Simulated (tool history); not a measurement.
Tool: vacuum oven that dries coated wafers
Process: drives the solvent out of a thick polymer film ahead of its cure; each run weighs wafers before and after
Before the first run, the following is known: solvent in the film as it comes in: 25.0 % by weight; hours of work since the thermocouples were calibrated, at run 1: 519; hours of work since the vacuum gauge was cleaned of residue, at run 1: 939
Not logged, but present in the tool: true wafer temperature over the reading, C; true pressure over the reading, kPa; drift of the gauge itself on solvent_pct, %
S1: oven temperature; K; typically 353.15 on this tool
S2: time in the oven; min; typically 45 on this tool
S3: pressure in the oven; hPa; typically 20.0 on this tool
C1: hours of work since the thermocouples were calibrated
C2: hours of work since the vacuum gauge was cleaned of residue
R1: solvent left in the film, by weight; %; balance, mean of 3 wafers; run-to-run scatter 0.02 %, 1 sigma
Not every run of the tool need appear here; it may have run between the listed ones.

Run 1, hour 0.0: usual settings; C1 519; C2 939. Result: R1 2.59 %.
Run 2, hour 29.6: usual settings; C1 540; C2 960. Result: R1 2.58 %.
Run 3, hour 52.8: usual settings but S3 10.0 hPa; C1 557; C2 977. Result: R1 2.35 %.
Run 4, hour 80.3: usual settings but S3 10.0 hPa; C1 576; C2 996. Result: R1 2.39 %.
At hour 94.6: vacuum gauge cleaned of residue and calibrated.
Run 5, hour 97.8: usual settings but S3 10.0 hPa; C1 588; C2 2. Result: R1 2.35 %.
Run 6, hour 111.7: usual settings but S1 340.15 K; C1 598; C2 12. Result: R1 6.14 %.
Run 7, hour 134.8: usual settings but S1 364.15 K; C1 614; C2 29. Result: R1 0.95 %.
Run 8, hour 152.4: usual settings but S3 21.5 hPa; C1 627; C2 41. Result: R1 2.60 %.
Run 9, hour 181.1: usual settings but S3 21.5 hPa; C1 647; C2 62. Result: R1 2.59 %.
Run 10, hour 204.0: usual settings but S2 70 min; C1 664; C2 78. Result: R1 1.09 %.
Run 11, hour 225.2: usual settings but S3 12.7 hPa; C1 679; C2 93. Result: R1 2.41 %.
Run 12, hour 247.5: usual settings but S3 12.7 hPa; C1 695; C2 109. Result: R1 2.44 %.
Run 13, hour 280.8: usual settings but S3 12.7 hPa; C1 719; C2 133. Result: R1 2.43 %.
Run 14, hour 310.5: usual settings but S1 359.15 K; C1 740; C2 154. Result: R1 1.53 %.
Run 15, hour 328.6: usual settings but S1 361.15 K; C1 753; C2 167. Result: R1 1.26 %.
Run 16, hour 352.1: usual settings but S1 361.15 K; C1 770; C2 184. Result: R1 1.27 %.
Run 17, hour 370.2: usual settings but S1 361.15 K; C1 783; C2 197. Result: R1 1.28 %.
Run 18, hour 402.1: usual settings but S3 17.4 hPa; C1 806; C2 220. Result: R1 2.51 %.
Run 19, hour 430.7: usual settings; C1 826; C2 240. Result: R1 2.59 %.
Run 20, hour 452.5: usual settings; C1 842; C2 256. Result: R1 2.61 %.
Run 21, hour 468.2: usual settings but S1 340.15 K, S2 72 min, S3 45.9 hPa; C1 853; C2 267. Result: R1 4.26 %.
Run 22, hour 496.6: usual settings but S1 340.15 K, S2 72 min, S3 45.9 hPa; C1 873; C2 288. Result: R1 4.27 %.
Run 23, hour 513.8: usual settings but S1 340.15 K, S2 72 min, S3 45.9 hPa; C1 885; C2 300. Result: R1 4.27 %.
Run 24, hour 531.5: usual settings but S1 340.15 K, S2 72 min, S3 45.9 hPa; C1 898; C2 313. Result: R1 4.24 %.
Run 25, hour 547.7: usual settings but S1 340.15 K, S2 72 min, S3 45.9 hPa; C1 910; C2 324. Result: R1 4.27 %.
Run 26, hour 577.7: usual settings but S1 366.15 K, S2 72 min, S3 45.9 hPa; C1 931; C2 346. Result: R1 0.71 %.
Run 27, hour 600.9: usual settings but S3 10.4 hPa; C1 948; C2 362. Result: R1 2.35 %.
Run 28, hour 627.0: usual settings but S3 10.4 hPa; C1 966; C2 381. Result: R1 2.35 %.
Run 29, hour 651.9: usual settings but S1 356.15 K, S2 46 min; C1 984; C2 399. Result: R1 1.94 %.
Run 30, hour 679.1: usual settings but S3 44.6 hPa; C1 1004; C2 418. Result: R1 3.16 %.
Run 31, hour 703.6: usual settings but S3 44.6 hPa; C1 1021; C2 436. Result: R1 3.15 %.
Run 32, hour 722.7: usual settings but S1 365.15 K, S3 15.1 hPa; C1 1035; C2 449. Result: R1 0.78 %.
Run 33, hour 740.7: usual settings but S2 26 min; C1 1048; C2 462. Result: R1 5.91 %.
Run 34, hour 765.4: usual settings but S1 360.15 K, S2 76 min, S3 45.0 hPa; C1 1065; C2 480. Result: R1 0.95 %.
Run 35, hour 787.6: usual settings but S1 355.15 K, S2 40 min, S3 45.0 hPa; C1 1081; C2 496. Result: R1 3.23 %.
Run 36, hour 815.2: usual settings but S1 355.15 K, S2 27 min, S3 45.0 hPa; C1 1101; C2 515. Result: R1 5.53 %.
Run 37, hour 832.8: usual settings but S1 355.15 K, S2 27 min, S3 45.0 hPa; C1 1114; C2 528. Result: R1 5.53 %.
Run 38, hour 865.2: usual settings but S1 364.15 K, S2 49 min, S3 26.9 hPa; C1 1137; C2 551. Result: R1 0.90 %.
Run 39, hour 891.8: usual settings but S1 345.15 K, S2 58 min, S3 11.4 hPa; C1 1156; C2 570. Result: R1 2.88 %.

Branching from run 39: 4 alternative next runs. What would each branch give?
Run A, hour 911.6: usual settings but S1 368.15 K, S2 51 min, S3 28.2 hPa; C1 1170; C2 584. Result: R1 ?.
Run B, hour 911.6: usual settings but S1 358.15 K, S3 35.1 hPa; C1 1170; C2 584. Result: R1 ?.
Run C, hour 911.6: usual settings but S1 364.15 K, S2 34 min, S3 12.9 hPa; C1 1170; C2 584. Result: R1 ?.
Run D, hour 911.6: usual settings but S1 357.15 K, S2 23 min, S3 21.9 hPa; C1 1170; C2 584. Result: R1 ?.

run    R1
  A  0.58
  B  1.94
  C  1.68
  D  5.64
With no hidden state in the tool, these same runs would have given:
run    R1
  A  0.59
  B  1.95
  C  1.69
  D  5.65
